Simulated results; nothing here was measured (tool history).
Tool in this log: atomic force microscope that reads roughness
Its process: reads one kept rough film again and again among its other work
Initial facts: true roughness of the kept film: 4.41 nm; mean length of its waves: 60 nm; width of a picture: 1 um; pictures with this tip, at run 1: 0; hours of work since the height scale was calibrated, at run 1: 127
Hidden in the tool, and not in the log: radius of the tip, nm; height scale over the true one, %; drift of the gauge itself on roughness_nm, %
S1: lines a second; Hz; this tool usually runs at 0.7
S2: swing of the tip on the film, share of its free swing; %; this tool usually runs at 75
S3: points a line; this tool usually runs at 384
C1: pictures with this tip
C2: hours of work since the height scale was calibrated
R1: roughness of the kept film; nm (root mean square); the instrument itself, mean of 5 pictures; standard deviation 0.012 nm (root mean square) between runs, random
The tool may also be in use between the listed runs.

run,hour,S1,S2,S3,C1,C2,R1
1,0,0.7,75,384,0,127,4.109
2,6.2,0.7,75,384,16,132,4.097
3,10,0.923,75,384,26,135,4.048
4,16.8,0.7,75,384,44,140,4.057
5,24,0.7,75,384,63,146,4.064
6,32.8,0.7,75,384,86,153,4.043
7,40.5,0.7,75,384,106,159,4.014
8,46.5,0.7,75,384,122,164,3.991
# hour 53.6: new tip fitted
9,53.6,0.7,75,436,0,169,4.103
10,60.2,0.823,75,436,17,174,4.054
11,68.6,0.823,75,436,39,181,4.069
12,74.1,2.053,62,384,53,185,4.003
13,78.4,2.053,62,384,65,189,3.99
14,87,0.7,56,336,87,196,4.155

Run 15 is up next; what results do you expect?
15,91.2,0.7,56,336,98,199,?

{"run 15": {"R1": 4.152}}
Had the tool carried no hidden state, the very same run would have given R1 4.238 nm (root mean square).
